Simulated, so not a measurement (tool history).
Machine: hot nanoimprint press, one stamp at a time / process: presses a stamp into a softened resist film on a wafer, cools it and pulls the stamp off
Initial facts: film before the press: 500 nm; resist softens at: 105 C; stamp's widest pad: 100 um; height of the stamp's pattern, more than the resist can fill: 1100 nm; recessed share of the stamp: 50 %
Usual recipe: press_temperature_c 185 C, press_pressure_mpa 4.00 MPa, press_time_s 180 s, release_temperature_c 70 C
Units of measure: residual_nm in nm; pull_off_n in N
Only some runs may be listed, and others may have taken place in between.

{"run": 1, "hour": 0.0, "press_temperature_c": 185, "press_pressure_mpa": 4.0, "press_time_s": 180, "release_temperature_c": 70, "residual_nm": 234.4, "pull_off_n": 138}
{"run": 2, "hour": 27.8, "press_temperature_c": 185, "press_pressure_mpa": 4.0, "press_time_s": 180, "release_temperature_c": 70, "residual_nm": 233.7, "pull_off_n": 137}
{"run": 3, "hour": 40.5, "press_temperature_c": 185, "press_pressure_mpa": 4.0, "press_time_s": 180, "release_temperature_c": 70, "residual_nm": 235.6, "pull_off_n": 137}
{"run": 4, "hour": 58.2, "press_temperature_c": 185, "press_pressure_mpa": 4.0, "press_time_s": 180, "release_temperature_c": 70, "residual_nm": 235.4, "pull_off_n": 139}
{"run": 5, "hour": 83.5, "press_temperature_c": 185, "press_pressure_mpa": 4.0, "press_time_s": 180, "release_temperature_c": 70, "residual_nm": 237.3, "pull_off_n": 139}
{"run": 6, "hour": 113.3, "press_temperature_c": 185, "press_pressure_mpa": 4.0, "press_time_s": 180, "release_temperature_c": 70, "residual_nm": 236.4, "pull_off_n": 138}
{"run": 7, "hour": 142.5, "press_temperature_c": 185, "press_pressure_mpa": 4.0, "press_time_s": 180, "release_temperature_c": 70, "residual_nm": 238.4, "pull_off_n": 143}
{"run": 8, "hour": 169.3, "press_temperature_c": 185, "press_pressure_mpa": 4.0, "press_time_s": 171, "release_temperature_c": 70, "residual_nm": 243.4, "pull_off_n": 141}
{"run": 9, "hour": 195.9, "press_temperature_c": 185, "press_pressure_mpa": 2.78, "press_time_s": 180, "release_temperature_c": 70, "residual_nm": 282.2, "pull_off_n": 146}
{"hour": 201.5, "done": "plate thermocouple calibrated"}
{"hour": 224.7, "done": "press's hydraulic seals changed and the load cell set to zero"}
{"run": 10, "hour": 231.0, "press_temperature_c": 185, "press_pressure_mpa": 3.37, "press_time_s": 180, "release_temperature_c": 70, "residual_nm": 246.6, "pull_off_n": 142}
{"run": 11, "hour": 258.9, "press_temperature_c": 187, "press_pressure_mpa": 4.0, "press_time_s": 180, "release_temperature_c": 70, "residual_nm": 211.1, "pull_off_n": 142}
{"run": 12, "hour": 281.7, "press_temperature_c": 187, "press_pressure_mpa": 4.0, "press_time_s": 180, "release_temperature_c": 70, "residual_nm": 212.5, "pull_off_n": 144}
{"run": 13, "hour": 298.6, "press_temperature_c": 187, "press_pressure_mpa": 4.0, "press_time_s": 180, "release_temperature_c": 70, "residual_nm": 209.9, "pull_off_n": 143}
{"run": 14, "hour": 321.9, "press_temperature_c": 187, "press_pressure_mpa": 4.0, "press_time_s": 180, "release_temperature_c": 70, "residual_nm": 210.7, "pull_off_n": 144}
{"run": 15, "hour": 345.5, "press_temperature_c": 173, "press_pressure_mpa": 4.0, "press_time_s": 180, "release_temperature_c": 70, "residual_nm": 339.0, "pull_off_n": 146}
{"run": 16, "hour": 358.7, "press_temperature_c": 185, "press_pressure_mpa": 4.0, "press_time_s": 180, "release_temperature_c": 77, "residual_nm": 228.3, "pull_off_n": 137}
{"run": 17, "hour": 378.8, "press_temperature_c": 185, "press_pressure_mpa": 4.0, "press_time_s": 180, "release_temperature_c": 77, "residual_nm": 228.1, "pull_off_n": 139}
{"run": 18, "hour": 392.3, "press_temperature_c": 189, "press_pressure_mpa": 4.0, "press_time_s": 180, "release_temperature_c": 77, "residual_nm": 197.3, "pull_off_n": 137}
{"run": 19, "hour": 417.1, "press_temperature_c": 189, "press_pressure_mpa": 4.0, "press_time_s": 180, "release_temperature_c": 77, "residual_nm": 197.0, "pull_off_n": 139}
{"run": 20, "hour": 432.4, "press_temperature_c": 185, "press_pressure_mpa": 3.75, "press_time_s": 180, "release_temperature_c": 70, "residual_nm": 236.2, "pull_off_n": 150}
{"run": 21, "hour": 459.1, "press_temperature_c": 185, "press_pressure_mpa": 4.88, "press_time_s": 180, "release_temperature_c": 75, "residual_nm": 206.9, "pull_off_n": 144}
{"run": 22, "hour": 488.7, "press_temperature_c": 174, "press_pressure_mpa": 3.93, "press_time_s": 200, "release_temperature_c": 70, "residual_nm": 323.7, "pull_off_n": 150}
{"run": 23, "hour": 517.7, "press_temperature_c": 190, "press_pressure_mpa": 3.93, "press_time_s": 190, "release_temperature_c": 70, "residual_nm": 194.4, "pull_off_n": 154}
{"run": 24, "hour": 542.7, "press_temperature_c": 185, "press_pressure_mpa": 3.56, "press_time_s": 180, "release_temperature_c": 70, "residual_nm": 246.7, "pull_off_n": 155}
{"run": 25, "hour": 562.5, "press_temperature_c": 177, "press_pressure_mpa": 5.09, "press_time_s": 137, "release_temperature_c": 56, "residual_nm": 291.0, "pull_off_n": 171}
{"hour": 595.4, "done": "stamp cleaned and given a new release coat"}
{"run": 26, "hour": 596.8, "press_temperature_c": 177, "press_pressure_mpa": 3.63, "press_time_s": 180, "release_temperature_c": 70, "residual_nm": 314.6, "pull_off_n": 136}
{"run": 27, "hour": 617.4, "press_temperature_c": 177, "press_pressure_mpa": 5.67, "press_time_s": 105, "release_temperature_c": 59, "residual_nm": 304.5, "pull_off_n": 148}
{"run": 28, "hour": 642.5, "press_temperature_c": 178, "press_pressure_mpa": 5.08, "press_time_s": 105, "release_temperature_c": 59, "residual_nm": 310.1, "pull_off_n": 149}
{"run": 29, "hour": 659.4, "press_temperature_c": 185, "press_pressure_mpa": 3.36, "press_time_s": 93, "release_temperature_c": 57, "residual_nm": 307.3, "pull_off_n": 151}

What if the next run were any one of these 5? Each begins from the tool's condition after run 29:
{"run": "A", "hour": 683.5, "press_temperature_c": 194, "press_pressure_mpa": 4.0, "press_time_s": 180, "release_temperature_c": 70, "residual_nm": "?", "pull_off_n": "?"}
{"run": "B", "hour": 683.5, "press_temperature_c": 184, "press_pressure_mpa": 5.04, "press_time_s": 180, "release_temperature_c": 65, "residual_nm": "?", "pull_off_n": "?"}
{"run": "C", "hour": 683.5, "press_temperature_c": 186, "press_pressure_mpa": 4.0, "press_time_s": 180, "release_temperature_c": 63, "residual_nm": "?", "pull_off_n": "?"}
{"run": "D", "hour": 683.5, "press_temperature_c": 183, "press_pressure_mpa": 5.05, "press_time_s": 93, "release_temperature_c": 73, "residual_nm": "?", "pull_off_n": "?"}
{"run": "E", "hour": 683.5, "press_temperature_c": 185, "press_pressure_mpa": 3.36, "press_time_s": 172, "release_temperature_c": 57, "residual_nm": "?", "pull_off_n": "?"}

run=A residual_nm=172.0 pull_off_n=138
run=B residual_nm=212.1 pull_off_n=144
run=C residual_nm=224.8 pull_off_n=150
run=D residual_nm=275.8 pull_off_n=136
run=E residual_nm=259.1 pull_off_n=153
What these runs would have given with no unlogged condition in the tool:
run=A residual_nm=163.6 pull_off_n=133
run=B residual_nm=200.8 pull_off_n=139
run=C residual_nm=213.5 pull_off_n=145
run=D residual_nm=262.5 pull_off_n=131
run=E residual_nm=246.9 pull_off_n=148

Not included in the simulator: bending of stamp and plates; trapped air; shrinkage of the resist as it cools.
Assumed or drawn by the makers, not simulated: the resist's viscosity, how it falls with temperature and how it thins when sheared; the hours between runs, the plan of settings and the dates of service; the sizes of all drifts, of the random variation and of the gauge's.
